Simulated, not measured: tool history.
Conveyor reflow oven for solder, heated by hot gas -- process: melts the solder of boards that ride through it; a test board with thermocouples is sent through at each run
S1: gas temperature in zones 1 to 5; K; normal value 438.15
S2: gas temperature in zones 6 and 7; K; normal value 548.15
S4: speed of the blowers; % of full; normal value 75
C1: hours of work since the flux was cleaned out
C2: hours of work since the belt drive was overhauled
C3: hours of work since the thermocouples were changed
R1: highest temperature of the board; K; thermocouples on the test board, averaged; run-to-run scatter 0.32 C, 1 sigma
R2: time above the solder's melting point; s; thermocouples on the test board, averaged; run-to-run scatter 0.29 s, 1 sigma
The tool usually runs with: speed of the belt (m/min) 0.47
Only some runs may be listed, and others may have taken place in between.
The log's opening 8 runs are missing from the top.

{"run": 9, "day": 12.796, "S1": 438.15, "S2": 550.15, "speed of the belt (m/min)": 0.47, "S4": 75, "C1": 116, "C2": 820, "C3": 981, "R1": 530.15, "R2": 76.9}
{"run": 10, "day": 14.542, "S1": 438.15, "S2": 550.15, "speed of the belt (m/min)": 0.47, "S4": 75, "C1": 136, "C2": 841, "C3": 1001, "R1": 529.95, "R2": 76.2}
{"day": 16.292, "done": "thermocouples of zones 6 and 7 changed"}
{"run": 11, "day": 16.75, "S1": 438.15, "S2": 550.15, "speed of the belt (m/min)": 0.47, "S4": 75, "C1": 161, "C2": 865, "C3": 5, "R1": 531.25, "R2": 78.4}
{"run": 12, "day": 18.583, "S1": 438.15, "S2": 550.15, "speed of the belt (m/min)": 0.47, "S4": 75, "C1": 183, "C2": 887, "C3": 27, "R1": 531.45, "R2": 78.2}
{"run": 13, "day": 20.138, "S1": 438.15, "S2": 550.15, "speed of the belt (m/min)": 0.47, "S4": 75, "C1": 201, "C2": 905, "C3": 45, "R1": 530.75, "R2": 78.1}
{"run": 14, "day": 21.421, "S1": 438.15, "S2": 550.15, "speed of the belt (m/min)": 0.47, "S4": 75, "C1": 216, "C2": 920, "C3": 60, "R1": 530.65, "R2": 77.6}
{"run": 15, "day": 23.338, "S1": 438.15, "S2": 550.15, "speed of the belt (m/min)": 0.47, "S4": 75, "C1": 239, "C2": 943, "C3": 83, "R1": 529.95, "R2": 77.3}
{"run": 16, "day": 25.642, "S1": 438.15, "S2": 550.15, "speed of the belt (m/min)": 0.47, "S4": 75, "C1": 266, "C2": 970, "C3": 110, "R1": 530.15, "R2": 77}
{"run": 17, "day": 27.708, "S1": 445.15, "S2": 556.15, "speed of the belt (m/min)": 0.534, "S4": 51, "C1": 290, "C2": 994, "C3": 134, "R1": 521.15, "R2": 59.2}
{"run": 18, "day": 29.171, "S1": 445.15, "S2": 556.15, "speed of the belt (m/min)": 0.534, "S4": 51, "C1": 308, "C2": 1012, "C3": 152, "R1": 520.65, "R2": 58.9}
{"run": 19, "day": 30.225, "S1": 451.15, "S2": 540.15, "speed of the belt (m/min)": 0.434, "S4": 67, "C1": 320, "C2": 1024, "C3": 164, "R1": 523.75, "R2": 84.2}
{"run": 20, "day": 32.05, "S1": 451.15, "S2": 540.15, "speed of the belt (m/min)": 0.434, "S4": 67, "C1": 341, "C2": 1046, "C3": 185, "R1": 523.05, "R2": 83.6}
{"run": 21, "day": 33.65, "S1": 451.15, "S2": 540.15, "speed of the belt (m/min)": 0.434, "S4": 67, "C1": 360, "C2": 1064, "C3": 204, "R1": 523.35, "R2": 83.4}
{"day": 34.479, "done": "flux residue cleaned out of gas plates and filters"}
{"run": 22, "day": 35.617, "S1": 451.15, "S2": 540.15, "speed of the belt (m/min)": 0.528, "S4": 67, "C1": 13, "C2": 1085, "C3": 225, "R1": 519.65, "R2": 64.1}
{"run": 23, "day": 37.875, "S1": 451.15, "S2": 549.15, "speed of the belt (m/min)": 0.412, "S4": 87, "C1": 40, "C2": 1112, "C3": 251, "R1": 538.95, "R2": 103.7}
{"run": 24, "day": 40.079, "S1": 432.15, "S2": 549.15, "speed of the belt (m/min)": 0.412, "S4": 74, "C1": 66, "C2": 1138, "C3": 277, "R1": 534.35, "R2": 91.8}
{"run": 25, "day": 41.904, "S1": 425.15, "S2": 548.15, "speed of the belt (m/min)": 0.422, "S4": 75, "C1": 87, "C2": 1159, "C3": 299, "R1": 531.85, "R2": 83.7}
{"day": 43.083, "done": "belt drive overhauled, speed set with a stopwatch"}
{"run": 26, "day": 43.758, "S1": 435.15, "S2": 541.15, "speed of the belt (m/min)": 0.473, "S4": 75, "C1": 107, "C2": 8, "C3": 319, "R1": 522.35, "R2": 67.1}
{"run": 27, "day": 45.738, "S1": 435.15, "S2": 541.15, "speed of the belt (m/min)": 0.473, "S4": 75, "C1": 130, "C2": 31, "C3": 342, "R1": 521.85, "R2": 66.6}
{"run": 28, "day": 47.762, "S1": 429.15, "S2": 542.15, "speed of the belt (m/min)": 0.467, "S4": 84, "C1": 154, "C2": 55, "C3": 366, "R1": 524.25, "R2": 68.7}
{"run": 29, "day": 50.1, "S1": 438.15, "S2": 548.15, "speed of the belt (m/min)": 0.477, "S4": 63, "C1": 182, "C2": 83, "C3": 393, "R1": 523.75, "R2": 68}
{"run": 30, "day": 51.225, "S1": 450.15, "S2": 550.15, "speed of the belt (m/min)": 0.47, "S4": 75, "C1": 195, "C2": 96, "C3": 407, "R1": 532.05, "R2": 83.2}
{"run": 31, "day": 53.238, "S1": 438.15, "S2": 548.15, "speed of the belt (m/min)": 0.492, "S4": 74, "C1": 219, "C2": 119, "C3": 430, "R1": 525.75, "R2": 68.7}

Forecast each of these 4 alternatives for the next run:
{"run": "A", "day": 55.354, "S1": 439.15, "S2": 553.15, "speed of the belt (m/min)": 0.492, "S4": 82, "C1": 244, "C2": 144, "C3": 455, "R1": "?", "R2": "?"}
{"run": "B", "day": 55.354, "S1": 438.15, "S2": 548.15, "speed of the belt (m/min)": 0.513, "S4": 75, "C1": 244, "C2": 144, "C3": 455, "R1": "?", "R2": "?"}
{"run": "C", "day": 55.354, "S1": 438.15, "S2": 548.15, "speed of the belt (m/min)": 0.496, "S4": 83, "C1": 244, "C2": 144, "C3": 455, "R1": "?", "R2": "?"}
{"run": "D", "day": 55.354, "S1": 438.15, "S2": 539.15, "speed of the belt (m/min)": 0.417, "S4": 75, "C1": 244, "C2": 144, "C3": 455, "R1": "?", "R2": "?"}

run=A R1=531.95 R2=75
run=B R1=523.85 R2=63.2
run=C R1=527.55 R2=70.6
run=D R1=523.05 R2=80.2
Without the tool's unlogged condition, the same runs would have read:
run=A R1=536.05 R2=78.6
run=B R1=527.95 R2=67.5
run=C R1=531.55 R2=74.6
run=D R1=526.45 R2=84.6
